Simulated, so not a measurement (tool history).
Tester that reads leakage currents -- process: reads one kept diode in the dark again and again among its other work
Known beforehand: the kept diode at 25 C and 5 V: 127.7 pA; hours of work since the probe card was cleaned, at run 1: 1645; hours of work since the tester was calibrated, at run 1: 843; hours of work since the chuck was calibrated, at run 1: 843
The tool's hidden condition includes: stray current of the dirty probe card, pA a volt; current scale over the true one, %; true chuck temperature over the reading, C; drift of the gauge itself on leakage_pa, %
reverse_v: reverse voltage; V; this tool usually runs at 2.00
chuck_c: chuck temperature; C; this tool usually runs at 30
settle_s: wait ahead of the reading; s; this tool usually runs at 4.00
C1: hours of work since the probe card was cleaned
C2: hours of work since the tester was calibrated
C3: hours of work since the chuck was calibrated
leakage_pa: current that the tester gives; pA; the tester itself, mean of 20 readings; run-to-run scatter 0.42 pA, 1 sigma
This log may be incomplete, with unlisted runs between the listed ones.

{"run": 1, "hour": 0.0, "reverse_v": 2.0, "chuck_c": 30, "settle_s": 4.0, "C1": 1645, "C2": 843, "C3": 843, "leakage_pa": 138.0}
{"hour": 84.4, "done": "chuck's temperature calibrated"}
{"run": 2, "hour": 89.2, "reverse_v": 2.0, "chuck_c": 30, "settle_s": 4.0, "C1": 1695, "C2": 893, "C3": 3, "leakage_pa": 138.66}
{"run": 3, "hour": 157.6, "reverse_v": 2.0, "chuck_c": 30, "settle_s": 4.0, "C1": 1734, "C2": 932, "C3": 42, "leakage_pa": 138.53}
{"run": 4, "hour": 228.8, "reverse_v": 2.0, "chuck_c": 30, "settle_s": 4.0, "C1": 1775, "C2": 973, "C3": 83, "leakage_pa": 138.0}
{"run": 5, "hour": 362.8, "reverse_v": 2.0, "chuck_c": 30, "settle_s": 4.0, "C1": 1851, "C2": 1050, "C3": 159, "leakage_pa": 138.49}
{"hour": 384.6, "done": "probe card cleaned and baked"}
{"run": 6, "hour": 467.5, "reverse_v": 2.0, "chuck_c": 30, "settle_s": 4.0, "C1": 47, "C2": 1108, "C3": 218, "leakage_pa": 138.44}
{"run": 7, "hour": 557.7, "reverse_v": 2.0, "chuck_c": 30, "settle_s": 4.0, "C1": 99, "C2": 1160, "C3": 269, "leakage_pa": 138.22}
{"run": 8, "hour": 681.8, "reverse_v": 2.0, "chuck_c": 30, "settle_s": 4.0, "C1": 170, "C2": 1231, "C3": 340, "leakage_pa": 138.32}
{"run": 9, "hour": 767.4, "reverse_v": 1.54, "chuck_c": 57, "settle_s": 4.0, "C1": 219, "C2": 1280, "C3": 389, "leakage_pa": 1014.67}
{"run": 10, "hour": 836.6, "reverse_v": 4.85, "chuck_c": 29, "settle_s": 0.86, "C1": 259, "C2": 1319, "C3": 429, "leakage_pa": 180.02}
{"run": 11, "hour": 945.7, "reverse_v": 4.85, "chuck_c": 29, "settle_s": 0.86, "C1": 321, "C2": 1382, "C3": 491, "leakage_pa": 179.64}
{"run": 12, "hour": 1043.1, "reverse_v": 4.85, "chuck_c": 45, "settle_s": 2.14, "C1": 377, "C2": 1437, "C3": 547, "leakage_pa": 645.96}
{"run": 13, "hour": 1173.0, "reverse_v": 4.85, "chuck_c": 45, "settle_s": 2.14, "C1": 451, "C2": 1512, "C3": 621, "leakage_pa": 649.89}

Pick out some run-to-run changes in leakage_pa. Of each, how much would a tool without hidden state show as well, from the settings, what came in and chance, and how much is left for the hidden state and any gauge scatter not in both results compared?
Run 8 -> 9: reverse_v 2.00 -> 1.54, chuck_c 30 -> 57. leakage_pa +876.35 pA: hidden state -0.87, all else +877.22.

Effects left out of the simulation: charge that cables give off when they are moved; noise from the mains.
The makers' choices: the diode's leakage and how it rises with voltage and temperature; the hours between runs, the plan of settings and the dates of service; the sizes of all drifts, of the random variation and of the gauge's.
